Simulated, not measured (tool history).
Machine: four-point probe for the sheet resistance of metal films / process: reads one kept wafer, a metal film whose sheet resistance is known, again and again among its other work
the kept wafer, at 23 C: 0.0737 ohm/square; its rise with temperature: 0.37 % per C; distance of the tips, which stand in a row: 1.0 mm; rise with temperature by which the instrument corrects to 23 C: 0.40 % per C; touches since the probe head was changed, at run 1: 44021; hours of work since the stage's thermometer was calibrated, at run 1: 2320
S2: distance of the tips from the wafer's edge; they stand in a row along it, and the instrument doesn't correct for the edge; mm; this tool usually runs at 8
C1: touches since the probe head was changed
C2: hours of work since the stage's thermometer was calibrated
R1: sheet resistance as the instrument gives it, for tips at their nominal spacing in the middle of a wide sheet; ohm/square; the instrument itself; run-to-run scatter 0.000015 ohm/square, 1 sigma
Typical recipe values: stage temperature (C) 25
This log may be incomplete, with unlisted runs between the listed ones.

run 1 hour=0 | stage_temperature_(C)=25 S2=8 | C1=44021 C2=2320 | R1=0.073753
run 2 hour=114 | stage_temperature_(C)=25 S2=8 | C1=45973 C2=2382 | R1=0.073714
run 3 hour=205.4 | stage_temperature_(C)=25 S2=8 | C1=47538 C2=2433 | R1=0.073675
run 4 hour=266.7 | stage_temperature_(C)=25 S2=8 | C1=48587 C2=2467 | R1=0.073692
run 5 hour=327.9 | stage_temperature_(C)=24 S2=8 | C1=49635 C2=2500 | R1=0.073701
-- hour=400.7 stage's thermometer calibrated
run 6 hour=448.4 | stage_temperature_(C)=24 S2=8 | C1=51691 C2=26 | R1=0.073865
run 7 hour=537.9 | stage_temperature_(C)=24 S2=8 | C1=53224 C2=76 | R1=0.073871
run 8 hour=651.5 | stage_temperature_(C)=24 S2=8 | C1=55169 C2=138 | R1=0.073826
run 9 hour=705.7 | stage_temperature_(C)=24 S2=8 | C1=56097 C2=168 | R1=0.073817
run 10 hour=818.2 | stage_temperature_(C)=25 S2=40 | C1=58023 C2=230 | R1=0.073196
run 11 hour=915.3 | stage_temperature_(C)=21 S2=59 | C1=59685 C2=284 | R1=0.073255
run 12 hour=973.8 | stage_temperature_(C)=21 S2=59 | C1=60688 C2=316 | R1=0.073246
run 13 hour=1066 | stage_temperature_(C)=27 S2=15 | C1=62266 C2=367 | R1=0.073239
run 14 hour=1160 | stage_temperature_(C)=34 S2=9 | C1=63875 C2=419 | R1=0.073413
run 15 hour=1223.1 | stage_temperature_(C)=25 S2=30 | C1=64957 C2=454 | R1=0.073155
run 16 hour=1317.8 | stage_temperature_(C)=34 S2=7 | C1=66578 C2=506 | R1=0.073702
run 17 hour=1429.5 | stage_temperature_(C)=34 S2=7 | C1=68491 C2=567 | R1=0.073663
run 18 hour=1527.4 | stage_temperature_(C)=26 S2=18 | C1=70167 C2=621 | R1=0.073137
run 19 hour=1591.4 | stage_temperature_(C)=26 S2=18 | C1=71263 C2=657 | R1=0.073136
run 20 hour=1671.1 | stage_temperature_(C)=33 S2=43 | C1=72627 C2=701 | R1=0.072868

Forecast each of these 4 alternatives for the next run:
run A hour=1784.6 | stage_temperature_(C)=20 S2=20 | C1=74570 C2=763 | R1=?
run B hour=1784.6 | stage_temperature_(C)=21 S2=8 | C1=74570 C2=763 | R1=?
run C hour=1784.6 | stage_temperature_(C)=20 S2=4 | C1=74570 C2=763 | R1=?
run D hour=1784.6 | stage_temperature_(C)=19 S2=16 | C1=74570 C2=763 | R1=?

run=A R1=0.073226
run=B R1=0.073668
run=C R1=0.075494
run=D R1=0.073252
The same runs, with their run-to-run variation unchanged, on a tool lacking any hidden condition would have given:
run=A R1=0.073889
run=B R1=0.074335
run=C R1=0.076176
run=D R1=0.073915
